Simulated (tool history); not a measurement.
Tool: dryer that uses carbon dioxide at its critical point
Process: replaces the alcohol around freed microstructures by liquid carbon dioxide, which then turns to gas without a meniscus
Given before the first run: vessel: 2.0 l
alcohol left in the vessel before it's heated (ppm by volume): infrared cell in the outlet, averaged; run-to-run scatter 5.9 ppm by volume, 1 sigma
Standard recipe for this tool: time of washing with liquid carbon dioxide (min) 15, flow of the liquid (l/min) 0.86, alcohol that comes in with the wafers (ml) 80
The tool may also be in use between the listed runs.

run    hour  time of washing with liquid carbon dioxide (min)  flow of the liquid (l/min)  alcohol that comes in with the wafers (ml)  alcohol left in the vessel before it's heated (ppm by volume)
  1       0                                                15                        0.86                                          80                                                            265
  2      37                                                15                        0.86                                          80                                                            289
  3    86.1                                                15                       0.571                                          80                                                           1382
  4   141.5                                                15                       0.571                                          80                                                           1444
  5   184.8                                                15                        0.86                                          88                                                            354
  6   217.7                                                15                        0.86                                          88                                                            353
  7   260.8                                                15                        0.86                                          88                                                            366
      283.1  -- purifier's bed changed
  8   307.6                                                15                        0.86                                          88                                                            301
  9   362.5                                                15                        0.86                                          80                                                            293
 10   406.7                                                15                        0.86                                          80                                                            310
 11   448.3                                                15                        0.86                                          80                                                            316
 12   486.3                                                15                        0.86                                          80                                                            330
 13   526.8                                                15                        0.86                                          80                                                            355
 14   568.8                                                15                        0.86                                          80                                                            375
      599.3  -- inlet filter changed
 15   606.9                                                22                        0.86                                          80                                                             48
 16   657.8                                                15                        0.86                                          80                                                            257
 17   704.9                                                15                        0.86                                          80                                                            260
 18   739.1                                                15                        0.86                                          80                                                            275
 19     790                                                15                        0.86                                          80                                                            294
 20     845                                                15                        0.86                                          80                                                            304
 21   895.5                                                15                        0.86                                          80                                                            334
 22   935.6                                                15                       1.149                                          80                                                            101
 23   988.4                                                15                        0.86                                          80                                                            353
 24  1016.9                                                15                        0.86                                          80                                                            341
 25  1066.2                                                15                        0.86                                          50                                                            253
 26  1101.7                                                21                        0.86                                          52                                                            105
 27  1127.5                                                11                        0.86                                          80                                                           1217
 28  1164.5                                                15                       1.145                                          80                                                            141
 29  1192.5                                                15                       0.746                                          42                                                            428
     1197.1  -- inlet filter changed
 30    1235                                                15                       0.746                                          42                                                            301
 31  1280.4                                                21                       0.746                                         119                                                            194
 32    1333                                                21                       0.746                                         119                                                            203
     1387.6  -- purifier's bed changed
 33  1387.6                                                12                        0.52                                          30                                                           1357
 34  1414.1                                                10                       0.836                                          37                                                            694
 35  1467.3                                                10                       0.836                                          37                                                            707
 36  1492.7                                                10                       0.836                                          37                                                            727
 37  1517.3                                                15                       0.836                                          43                                                            188
 38  1564.8                                                15                       0.919                                          80                                                            220
 39    1589                                                15                       0.919                                          80                                                            218
 40  1642.8                                                15                       1.044                                          22                                                             54
 41  1690.6                                                15                       0.544                                          58                                                           1483
 42    1745                                                15                       1.143                                          58                                                             89
 43  1768.1                                                15                       1.143                                          36                                                             70
     1800.8  -- inlet filter changed
 44  1805.7                                                15                       0.726                                          47                                                            320
 45  1837.2                                                15                       1.039                                          47                                                             78
 46    1877                                                15                       1.039                                          47                                                             86
 47  1910.7                                                15                       1.039                                          47                                                             82

Table of differences, measured result less the result of that run with no hidden state. Run-to-run variation is the same in both. Gauge scatter possibly is not:
Hidden state present: flow that reaches the vessel past the clogged filter, %; alcohol in the recycled carbon dioxide, ppm; drift of the gauge itself on alcohol_ppm, %.
run  alcohol left in the vessel before it's heated (ppm by volume)
  1                                                            +65
  2                                                            +77
  3                                                           +144
  4                                                           +195
  5                                                           +122
  6                                                           +133
  7                                                           +142
  8                                                            +77
  9                                                            +89
 10                                                           +104
 11                                                           +114
 12                                                           +130
 13                                                           +149
 14                                                           +167
 15                                                            +25
 16                                                            +45
 17                                                            +58
 18                                                            +68
 19                                                            +83
 20                                                            +99
 21                                                           +118
 22                                                            +69
 23                                                           +146
 24                                                           +151
 25                                                           +131
 26                                                            +78
 27                                                           +418
 28                                                           +102
 29                                                           +205
 30                                                            +80
 31                                                            +86
 32                                                            +97
 33                                                           +105
 34                                                            +84
 35                                                           +109
 36                                                           +123
 37                                                            +52
 38                                                            +75
 39                                                            +80
 40                                                            +31
 41                                                           +386
 42                                                            +51
 43                                                            +43
 44                                                            +40
 45                                                            +37
 46                                                            +43
 47                                                            +47

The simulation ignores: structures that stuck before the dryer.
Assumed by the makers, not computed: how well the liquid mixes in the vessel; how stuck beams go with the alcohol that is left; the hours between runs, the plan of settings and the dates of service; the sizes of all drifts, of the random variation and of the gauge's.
